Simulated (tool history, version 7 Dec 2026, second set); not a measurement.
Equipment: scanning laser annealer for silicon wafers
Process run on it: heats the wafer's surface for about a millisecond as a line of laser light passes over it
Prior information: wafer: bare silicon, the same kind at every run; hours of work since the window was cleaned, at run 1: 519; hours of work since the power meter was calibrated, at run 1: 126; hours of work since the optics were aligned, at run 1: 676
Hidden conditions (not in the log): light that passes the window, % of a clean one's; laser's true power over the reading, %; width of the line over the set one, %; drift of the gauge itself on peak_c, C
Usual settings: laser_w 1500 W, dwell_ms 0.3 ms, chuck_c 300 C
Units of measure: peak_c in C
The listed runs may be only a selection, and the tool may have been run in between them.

| run | hour | laser_w | dwell_ms | chuck_c | hours of work since the window was cleaned | hours of work since the power meter was calibrated | hours of work since the optics were aligned | peak_c |
|---|---|---|---|---|---|---|---|---|
| 1 | 0 | 1500 | 0.3 | 300 | 519 | 126 | 676 | 1006 |
| 2 | 18.2 | 1500 | 0.3 | 300 | 533 | 140 | 690 | 1007 |
| 3 | 38.4 | 1500 | 0.3 | 300 | 549 | 156 | 706 | 1006 |
| 4 | 55.1 | 1500 | 0.3 | 273 | 561 | 169 | 719 | 977 |
| 5 | 77.4 | 1500 | 0.3 | 273 | 579 | 186 | 736 | 974 |
|  | 87.6 | optics aligned, line set to its width |
| 6 | 102.6 | 1500 | 0.3 | 273 | 594 | 201 | 12 | 969 |
| 7 | 123.5 | 1500 | 0.3 | 300 | 610 | 218 | 28 | 994 |
| 8 | 141.6 | 1500 | 0.3 | 300 | 624 | 232 | 42 | 996 |
| 9 | 158.1 | 1500 | 0.3 | 300 | 637 | 244 | 54 | 992 |
| 10 | 176.2 | 1500 | 0.3 | 295 | 651 | 258 | 68 | 986 |
|  | 187.5 | optics aligned, line set to its width, once more |
| 11 | 194.8 | 1500 | 0.3 | 295 | 662 | 269 | 6 | 1002 |
| 12 | 208.1 | 1500 | 0.3 | 295 | 672 | 279 | 16 | 1004 |
| 13 | 227.3 | 1500 | 0.3 | 295 | 687 | 294 | 31 | 1002 |
| 14 | 246.4 | 1310 | 0.3 | 295 | 701 | 309 | 45 | 884 |
| 15 | 261.9 | 1310 | 0.3 | 295 | 713 | 321 | 57 | 881 |
| 16 | 278.3 | 1500 | 0.3 | 300 | 726 | 333 | 70 | 1005 |
| 17 | 301.2 | 1500 | 0.3 | 300 | 744 | 351 | 88 | 1003 |
| 18 | 319.3 | 1500 | 0.3 | 300 | 758 | 365 | 102 | 1001 |
| 19 | 341.5 | 1500 | 0.3 | 300 | 775 | 382 | 119 | 1003 |
| 20 | 354.2 | 1283 | 0.311 | 263 | 785 | 392 | 129 | 839 |
| 21 | 371 | 1339 | 0.311 | 263 | 798 | 405 | 142 | 871 |
| 22 | 384.1 | 1393 | 0.296 | 270 | 808 | 415 | 152 | 898 |
| 23 | 395.4 | 1503 | 0.31 | 305 | 816 | 424 | 161 | 1013 |
| 24 | 410.7 | 1500 | 0.232 | 265 | 828 | 435 | 172 | 876 |
| 25 | 425.2 | 1500 | 0.232 | 265 | 839 | 447 | 183 | 875 |
| 26 | 441.2 | 1500 | 0.232 | 265 | 852 | 459 | 196 | 876 |
| 27 | 456.4 | 1385 | 0.237 | 300 | 864 | 471 | 208 | 853 |
| 28 | 467.5 | 1632 | 0.268 | 272 | 872 | 479 | 216 | 1004 |
| 29 | 491.4 | 1523 | 0.325 | 271 | 891 | 498 | 235 | 1003 |
| 30 | 515.6 | 1638 | 0.3 | 300 | 909 | 516 | 253 | 1075 |
| 31 | 534.7 | 1638 | 0.3 | 300 | 924 | 531 | 268 | 1076 |
| 32 | 545.7 | 1638 | 0.322 | 302 | 932 | 540 | 277 | 1103 |
| 33 | 566.2 | 1554 | 0.341 | 289 | 948 | 555 | 292 | 1057 |
| 34 | 581.2 | 1470 | 0.3 | 282 | 960 | 567 | 304 | 949 |
| 35 | 605.2 | 1344 | 0.229 | 295 | 978 | 586 | 322 | 812 |
| 36 | 621.3 | 1479 | 0.227 | 326 | 991 | 598 | 335 | 911 |
|  | 626.8 | window over the wafer cleaned |
| 37 | 641.1 | 1476 | 0.3 | 300 | 11 | 612 | 349 | 1024 |
| 38 | 666.1 | 1526 | 0.3 | 294 | 30 | 631 | 368 | 1048 |

What if the next run were any one of these 3? Each begins from the tool's condition after run 38:
| A | 679 | 1500 | 0.289 | 300 | 40 | 641 | 378 | ? |
| B | 679 | 1629 | 0.3 | 294 | 40 | 641 | 378 | ? |
| C | 679 | 1500 | 0.221 | 300 | 40 | 641 | 378 | ? |

| run | peak_c |
|---|---|
| A | 1024 |
| B | 1114 |
| C | 930 |
With the hidden condition removed and each run's random variation left untouched, the same runs would have given:
| run | peak_c |
|---|---|
| A | 1036 |
| B | 1127 |
| C | 940 |
